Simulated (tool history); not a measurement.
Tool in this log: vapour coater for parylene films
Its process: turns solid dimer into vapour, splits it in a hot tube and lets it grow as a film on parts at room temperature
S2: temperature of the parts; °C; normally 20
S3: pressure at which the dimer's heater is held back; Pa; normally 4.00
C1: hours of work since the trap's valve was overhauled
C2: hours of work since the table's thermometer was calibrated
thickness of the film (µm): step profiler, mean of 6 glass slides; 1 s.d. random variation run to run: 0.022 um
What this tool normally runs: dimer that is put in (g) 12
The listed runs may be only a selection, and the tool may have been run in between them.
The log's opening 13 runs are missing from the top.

{"run": 14, "hour": 169.9, "dimer that is put in (g)": 18, "S2": 20, "S3": 4.0, "C1": 142, "C2": 473, "thickness of the film (µm)": 3.75}
{"run": 15, "hour": 181.6, "dimer that is put in (g)": 18, "S2": 20, "S3": 4.0, "C1": 150, "C2": 482, "thickness of the film (µm)": 3.78}
{"run": 16, "hour": 190.0, "dimer that is put in (g)": 18, "S2": 20, "S3": 4.0, "C1": 156, "C2": 488, "thickness of the film (µm)": 3.76}
{"run": 17, "hour": 208.5, "dimer that is put in (g)": 12, "S2": 20, "S3": 8.05, "C1": 169, "C2": 501, "thickness of the film (µm)": 2.16}
{"run": 18, "hour": 216.1, "dimer that is put in (g)": 12, "S2": 20, "S3": 8.05, "C1": 174, "C2": 506, "thickness of the film (µm)": 2.1}
{"run": 19, "hour": 224.4, "dimer that is put in (g)": 12, "S2": 20, "S3": 8.05, "C1": 180, "C2": 512, "thickness of the film (µm)": 2.15}
{"run": 20, "hour": 236.6, "dimer that is put in (g)": 12, "S2": 20, "S3": 4.0, "C1": 189, "C2": 521, "thickness of the film (µm)": 2.47}
{"run": 21, "hour": 244.6, "dimer that is put in (g)": 12, "S2": 20, "S3": 4.0, "C1": 195, "C2": 526, "thickness of the film (µm)": 2.48}
{"run": 22, "hour": 252.9, "dimer that is put in (g)": 10, "S2": 20, "S3": 4.0, "C1": 200, "C2": 532, "thickness of the film (µm)": 2.09}
{"run": 23, "hour": 268.3, "dimer that is put in (g)": 10, "S2": 20, "S3": 4.0, "C1": 211, "C2": 543, "thickness of the film (µm)": 2.08}
{"hour": 273.7, "done": "trap's valve overhauled"}
{"run": 24, "hour": 288.3, "dimer that is put in (g)": 10, "S2": 19, "S3": 4.0, "C1": 10, "C2": 554, "thickness of the film (µm)": 2.06}
{"run": 25, "hour": 299.2, "dimer that is put in (g)": 10, "S2": 19, "S3": 4.0, "C1": 18, "C2": 562, "thickness of the film (µm)": 2.11}
{"run": 26, "hour": 313.3, "dimer that is put in (g)": 18, "S2": 14, "S3": 10.45, "C1": 28, "C2": 572, "thickness of the film (µm)": 3.53}
{"run": 27, "hour": 323.3, "dimer that is put in (g)": 12, "S2": 23, "S3": 4.0, "C1": 35, "C2": 579, "thickness of the film (µm)": 2.23}
{"run": 28, "hour": 331.6, "dimer that is put in (g)": 15, "S2": 13, "S3": 8.65, "C1": 41, "C2": 585, "thickness of the film (µm)": 3.09}
{"run": 29, "hour": 346.5, "dimer that is put in (g)": 11, "S2": 25, "S3": 2.94, "C1": 51, "C2": 595, "thickness of the film (µm)": 2.04}
{"run": 30, "hour": 359.4, "dimer that is put in (g)": 12, "S2": 21, "S3": 3.36, "C1": 61, "C2": 605, "thickness of the film (µm)": 2.42}
{"hour": 376.3, "done": "trap's valve overhauled, once more"}
{"run": 31, "hour": 381.7, "dimer that is put in (g)": 18, "S2": 12, "S3": 4.0, "C1": 4, "C2": 618, "thickness of the film (µm)": 4.88}
{"run": 32, "hour": 391.6, "dimer that is put in (g)": 8, "S2": 15, "S3": 2.56, "C1": 11, "C2": 625, "thickness of the film (µm)": 2.25}

Forecast run 33:
{"run": 33, "hour": 404.3, "dimer that is put in (g)": 8, "S2": 15, "S3": 2.56, "C1": 20, "C2": 634, "thickness of the film (µm)": "?"}

{"run 33": {"thickness of the film (µm)": 2.19}}
With no hidden state in the tool, this same run would have given thickness of the film (µm) 2.21.

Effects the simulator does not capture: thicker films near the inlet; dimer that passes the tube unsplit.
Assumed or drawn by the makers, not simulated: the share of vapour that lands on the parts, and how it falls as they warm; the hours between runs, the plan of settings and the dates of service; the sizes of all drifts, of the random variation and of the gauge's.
